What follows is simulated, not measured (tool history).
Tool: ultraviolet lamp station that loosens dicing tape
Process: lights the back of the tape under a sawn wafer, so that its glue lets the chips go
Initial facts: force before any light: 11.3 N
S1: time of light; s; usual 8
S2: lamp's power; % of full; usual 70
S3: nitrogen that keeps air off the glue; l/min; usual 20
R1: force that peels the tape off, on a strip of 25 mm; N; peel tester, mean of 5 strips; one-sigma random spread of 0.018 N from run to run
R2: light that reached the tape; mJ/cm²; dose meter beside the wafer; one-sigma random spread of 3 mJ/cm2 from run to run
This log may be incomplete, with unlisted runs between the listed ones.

run 1 hour=0.0 | S1=8 S2=70 S3=20 | R1=0.809 R2=452
run 2 hour=40.5 | S1=6 S2=70 S3=20 | R1=1.522 R2=338
run 3 hour=93.5 | S1=6 S2=70 S3=20 | R1=1.539 R2=334
run 4 hour=160.5 | S1=8 S2=70 S3=20 | R1=0.847 R2=445
run 5 hour=242.3 | S1=8 S2=70 S3=20 | R1=0.833 R2=450
-- hour=277.8 window cleaned of glue's vapour
run 6 hour=335.1 | S1=8 S2=70 S3=20 | R1=0.830 R2=453
run 7 hour=374.8 | S1=8 S2=70 S3=20 | R1=0.824 R2=456
run 8 hour=450.8 | S1=8 S2=70 S3=20 | R1=0.860 R2=452
run 9 hour=509.9 | S1=8 S2=70 S3=20 | R1=0.808 R2=454
run 10 hour=605.1 | S1=8 S2=70 S3=20 | R1=0.836 R2=452
run 11 hour=663.7 | S1=8 S2=70 S3=20 | R1=0.839 R2=451
-- hour=690.9 window cleaned of glue's vapour
run 12 hour=704.8 | S1=8 S2=70 S3=13 | R1=0.994 R2=450
run 13 hour=756.6 | S1=7 S2=70 S3=13 | R1=1.356 R2=391
run 14 hour=830.3 | S1=7 S2=70 S3=13 | R1=1.384 R2=399
run 15 hour=910.6 | S1=4 S2=70 S3=20 | R1=2.972 R2=224
-- hour=925.5 lamp changed
run 16 hour=970.3 | S1=4 S2=70 S3=20 | R1=2.960 R2=226
run 17 hour=1057.9 | S1=4 S2=70 S3=20 | R1=2.930 R2=226
-- hour=1107.8 window cleaned of glue's vapour
run 18 hour=1115.3 | S1=4 S2=70 S3=20 | R1=2.905 R2=226
run 19 hour=1163.6 | S1=4 S2=70 S3=37 | R1=2.624 R2=225
run 20 hour=1227.5 | S1=4 S2=70 S3=37 | R1=2.650 R2=228
run 21 hour=1278.3 | S1=4 S2=70 S3=37 | R1=2.607 R2=224
run 22 hour=1353.2 | S1=4 S2=95 S3=21 | R1=1.871 R2=310
run 23 hour=1396.0 | S1=9 S2=65 S3=7 | R1=1.255 R2=478
run 24 hour=1474.8 | S1=9 S2=65 S3=7 | R1=1.252 R2=473
-- hour=1520.5 window cleaned of glue's vapour
run 25 hour=1547.4 | S1=9 S2=66 S3=6 | R1=1.322 R2=485
run 26 hour=1605.6 | S1=6 S2=65 S3=14 | R1=2.007 R2=314
run 27 hour=1665.1 | S1=6 S2=65 S3=14 | R1=2.051 R2=314
run 28 hour=1726.3 | S1=6 S2=65 S3=14 | R1=2.052 R2=314
run 29 hour=1793.2 | S1=6 S2=79 S3=20 | R1=1.244 R2=378
run 30 hour=1880.8 | S1=8 S2=92 S3=9 | R1=0.666 R2=593
-- hour=1906.3 lamp changed
-- hour=1933.4 window cleaned of glue's vapour
run 31 hour=1956.8 | S1=13 S2=97 S3=20 | R1=0.123 R2=1016
run 32 hour=2034.4 | S1=13 S2=97 S3=20 | R1=0.127 R2=1007
run 33 hour=2125.6 | S1=5 S2=98 S3=20 | R1=1.135 R2=392
run 34 hour=2191.9 | S1=16 S2=70 S3=20 | R1=0.153 R2=902
run 35 hour=2251.5 | S1=8 S2=88 S3=11 | R1=0.649 R2=572
run 36 hour=2310.5 | S1=15 S2=72 S3=6 | R1=0.290 R2=879
-- hour=2346.2 window cleaned of glue's vapour
run 37 hour=2360.4 | S1=15 S2=72 S3=6 | R1=0.293 R2=872
run 38 hour=2402.7 | S1=8 S2=72 S3=6 | R1=1.314 R2=465
run 39 hour=2500.2 | S1=15 S2=72 S3=6 | R1=0.296 R2=873
run 40 hour=2544.5 | S1=6 S2=70 S3=13 | R1=1.823 R2=338

Estimate the outcome of run 41 from the log above:
run 41 hour=2626.8 | S1=6 S2=78 S3=13 | R1=? R2=?

For run 41 the tool returned R1 1.523 N, R2 378 mJ/cm².
Take away the tool's hidden state, keep the run-to-run variation as it was, and the same run would have given R1 1.516 N, R2 379 mJ/cm².
